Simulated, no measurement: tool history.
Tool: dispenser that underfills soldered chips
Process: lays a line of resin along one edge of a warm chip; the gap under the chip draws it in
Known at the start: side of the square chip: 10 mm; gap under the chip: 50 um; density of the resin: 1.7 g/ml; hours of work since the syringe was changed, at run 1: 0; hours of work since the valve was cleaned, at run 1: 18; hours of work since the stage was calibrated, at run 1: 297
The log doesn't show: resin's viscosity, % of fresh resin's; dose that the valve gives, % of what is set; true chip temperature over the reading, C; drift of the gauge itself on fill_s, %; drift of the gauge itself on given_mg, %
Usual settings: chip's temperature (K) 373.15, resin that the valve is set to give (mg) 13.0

run	day	chip's temperature (K)	resin that the valve is set to give (mg)	hours of work since the syringe was changed	hours of work since the valve was cleaned	hours of work since the stage was calibrated	time until the resin shows at the far edge (s)	resin that the valve gave (mg)
1	0.000	373.15	13.0	0	18	297	46.2	12.78
# day 0.400: new syringe of resin
2	0.488	372.15	13.0	1	26	305	56.5	12.74
# day 0.838: new syringe of resin
3	0.921	363.15	13.0	1	33	312	75.6	12.53
# day 1.238: new syringe of resin
4	1.321	373.15	11.5	1	39	318	56.2	11.10
5	1.567	373.15	11.5	5	43	322	79.9	10.96
# day 1.658: new syringe of resin
6	1.879	373.15	11.5	4	48	327	67.0	10.92
# day 2.062: new syringe of resin
7	2.246	373.15	11.5	3	54	333	65.1	10.85
# day 2.504: new syringe of resin
8	2.733	373.15	11.5	4	62	341	68.0	10.92
# day 2.921: new syringe of resin
9	3.192	373.15	11.5	5	69	348	74.0	10.85
# day 3.350: new syringe of resin
10	3.421	373.15	11.5	1	73	352	53.1	10.85
# day 3.771: new syringe of resin
11	3.846	373.15	11.5	1	80	359	54.7	10.70
# day 4.204: new syringe of resin
12	4.338	373.15	11.9	2	88	367	57.8	10.96
13	4.575	373.15	13.0	6	92	371	80.9	11.99
# day 4.621: new syringe of resin
14	4.854	373.15	13.0	4	96	375	68.1	11.94
# day 5.029: new syringe of resin
15	5.154	373.15	13.0	2	101	380	58.6	11.80
# day 5.429: new syringe of resin
16	5.488	373.15	13.0	1	106	385	52.1	11.71
# day 5.846: new syringe of resin
17	5.988	362.15	14.5	2	114	393	83.6	13.00
# day 6.258: new syringe of resin
18	6.258	359.15	11.8	0	119	398	79.1	10.63
# day 6.692: new syringe of resin
19	6.717	371.15	11.8	0	126	405	54.2	10.53
20	6.975	379.15	13.1	5	130	409	60.0	11.56
# day 7.133: new syringe of resin
21	7.225	373.15	12.1	1	134	413	56.5	10.65
# day 7.538: new syringe of resin
22	7.538	380.15	14.3	0	139	418	37.9	12.61
# day 7.817: dispensing valve cleaned and set on the balance
23	7.854	370.15	13.8	5	1	423	77.6	13.74
# day 7.988: new syringe of resin
24	8.346	385.15	14.4	6	9	431	51.8	14.34
# day 8.388: new syringe of resin
25	8.700	385.15	14.4	5	14	437	48.7	14.02
# day 8.808: new syringe of resin
26	8.967	379.15	13.0	3	18	441	48.0	12.72
# day 9.242: new syringe of resin
27	9.329	379.15	14.7	1	24	447	42.9	14.37

Forecast each of these 5 alternatives for the next run:
# day 9.675: new syringe of resin
A	9.708	373.15	13.0	1	30	453	?	?
# day 9.675: new syringe of resin
B	9.708	372.15	11.3	1	30	453	?	?
# day 9.675: new syringe of resin
C	9.708	373.15	14.7	1	30	453	?	?
# day 9.675: new syringe of resin
D	9.708	363.15	13.7	1	30	453	?	?
# day 9.675: new syringe of resin
E	9.708	374.15	14.0	1	30	453	?	?

run	time until the resin shows at the far edge (s)	resin that the valve gave (mg)
A	48.3	12.73
B	51.7	10.93
C	46.9	14.38
D	66.9	13.47
E	45.6	13.62
Without the tool's hidden state the same runs would have given:
run	time until the resin shows at the far edge (s)	resin that the valve gave (mg)
A	48.7	13.07
B	52.0	11.23
C	47.5	14.78
D	67.9	13.84
E	46.1	13.99

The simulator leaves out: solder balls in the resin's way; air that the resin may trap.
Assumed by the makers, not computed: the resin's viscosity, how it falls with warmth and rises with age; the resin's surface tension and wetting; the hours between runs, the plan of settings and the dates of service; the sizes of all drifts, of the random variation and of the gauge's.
